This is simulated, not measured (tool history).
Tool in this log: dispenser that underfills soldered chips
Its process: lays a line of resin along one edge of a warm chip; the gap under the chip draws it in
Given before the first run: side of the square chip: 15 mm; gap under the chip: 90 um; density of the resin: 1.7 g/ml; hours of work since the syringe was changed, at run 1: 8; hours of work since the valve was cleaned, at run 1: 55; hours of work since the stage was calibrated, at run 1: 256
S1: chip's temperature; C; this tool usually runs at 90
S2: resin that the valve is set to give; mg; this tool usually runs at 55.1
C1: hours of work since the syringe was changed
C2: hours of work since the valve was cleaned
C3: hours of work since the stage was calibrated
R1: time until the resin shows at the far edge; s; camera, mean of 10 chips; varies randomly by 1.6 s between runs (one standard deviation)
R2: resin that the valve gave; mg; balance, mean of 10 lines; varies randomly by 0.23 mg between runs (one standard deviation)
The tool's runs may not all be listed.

run   hour   S1    S2  C1  C2   C3     R1     R2
  1      0   90  55.1   8  55  256    262  52.78
       1.3  -- new syringe of resin
  2   10.2   90  55.1   5  61  262  225.2  52.59
        16  -- new syringe of resin
  3   18.8   90  55.1   2  66  267    176  52.18
  4   28.7   90  55.1   8  72  273  261.2  52.49
      30.7  -- new syringe of resin
  5   33.6   91  55.1   2  75  276    174  52.37
  6   38.4   90  55.1   5  78  279  212.4   51.5
      44.9  -- new syringe of resin
  7   48.8   90  47.8   2  84  285  188.7  44.56
  8   54.6   87  55.1   6  88  289  249.8  51.38
      59.3  -- new syringe of resin
  9     62   87  55.1   2  92  293  195.3  51.02
 10   71.9   87  55.1   8  98  299  287.2  50.88
      73.5  -- new syringe of resin
      76.5  -- dispensing valve cleaned and set on the balance
      80.4  -- stage's temperature calibrated
 11   81.7   87  55.1   4   3    1  204.1  55.58
      89.6  -- new syringe of resin
 12   92.8   87  55.1   2   9    7  187.8  54.91
 13  102.6   95  55.1   8  15   13  224.7  54.58
     103.5  -- new syringe of resin
 14  113.7   95  55.1   6  22   20  193.9  54.19
       118  -- new syringe of resin
 15    124   90  47.4   4  28   26  196.8  46.27
     132.3  -- new syringe of resin
 16  132.3   90  60.9   0  33   31  153.4  59.92
 17  137.1   90  60.9   3  35   34  181.7  59.57
     146.8  -- new syringe of resin
 18  148.4   98  60.9   1  42   40  132.9   59.2
 19  155.2   82  55.2   5  46   45  264.4  53.19
       161  -- new syringe of resin
 20  162.9   82  55.2   1  51   49  205.7   53.3
 21  171.5  103  58.1   6  56   54    163   55.4
       175  -- new syringe of resin
 22  177.6   79  47.7   2  60   58  235.3  45.17
 23  185.9   98  68.4   7  65   63  185.6  64.57
     189.6  -- new syringe of resin
 24  194.1   98  68.4   3  69   68  146.9  64.89
 25  199.2   98  68.4   6  72   71  181.2  64.48
     204.1  -- new syringe of resin
 26  205.9   96  71.2   1  76   75    141  67.35
 27  215.7   95  71.4   7  82   81  208.6  66.96
     218.6  -- new syringe of resin
 28  221.9   91  55.8   2  86   84  171.4  51.79
 29  226.5   90  54.7   5  89   87  206.9  51.31
     232.6  -- new syringe of resin
 30  237.2   90  54.7   3  95   93  183.6  50.77
 31  242.9   99  66.8   6  98   97  180.1  61.95
     246.3  -- dispensing valve cleaned and set on the balance
     248.2  -- new syringe of resin
 32  251.5   99  66.8   2   3  101  135.7   66.7
     262.2  -- new syringe of resin
 33  262.2  100  59.5   0   9  107  118.2  59.37
 34  267.8   86  51.6   3  13  111  212.9  50.89
 35  272.5   86  51.6   6  16  114  258.8  51.43

Subtracting, for every run, the result it would have given without the tool's unlogged condition from the measured result gives the following. The same run-to-run variation enters both numbers; the gauge's scatter may not:
Hidden state present: resin's viscosity, % of fresh resin's; dose that the valve gives, % of what is set; true chip temperature over the reading, C; drift of the gauge itself on fill_s, %; drift of the gauge itself on given_mg, %.
run      R1     R2
  1  +108.1  -2.31
  2   +71.8  -2.57
  3   +21.4  -2.77
  4  +105.1  -3.06
  5   +23.6  -3.19
  6   +60.2  -3.28
  7   +33.2  -3.07
  8   +84.3  -3.69
  9   +27.9  -3.89
 10  +119.7  -4.15
 11   +39.5  +0.05
 12   +20.8  -0.26
 13   +88.4  -0.54
 14   +61.6  -0.81
 15   +40.2  -0.93
 16    -0.1  -1.44
 17     +31  -1.59
 18    +8.3  -1.93
 19     +74  -1.91
 20   +13.2  -2.12
 21   +53.7  -2.47
 22   +23.3  -2.15
 23   +62.6  -3.37
 24   +24.4  -3.66
 25   +57.1   -3.8
 26    +9.4   -4.2
 27   +75.3  -4.54
 28   +21.5  -3.66
 29   +55.8  -3.76
 30   +30.4  -4.03
 31   +58.6  -5.11
 32   +15.3  +0.07
 33    -0.3  -0.25
 34   +40.8  -0.36
 35   +84.4   -0.5

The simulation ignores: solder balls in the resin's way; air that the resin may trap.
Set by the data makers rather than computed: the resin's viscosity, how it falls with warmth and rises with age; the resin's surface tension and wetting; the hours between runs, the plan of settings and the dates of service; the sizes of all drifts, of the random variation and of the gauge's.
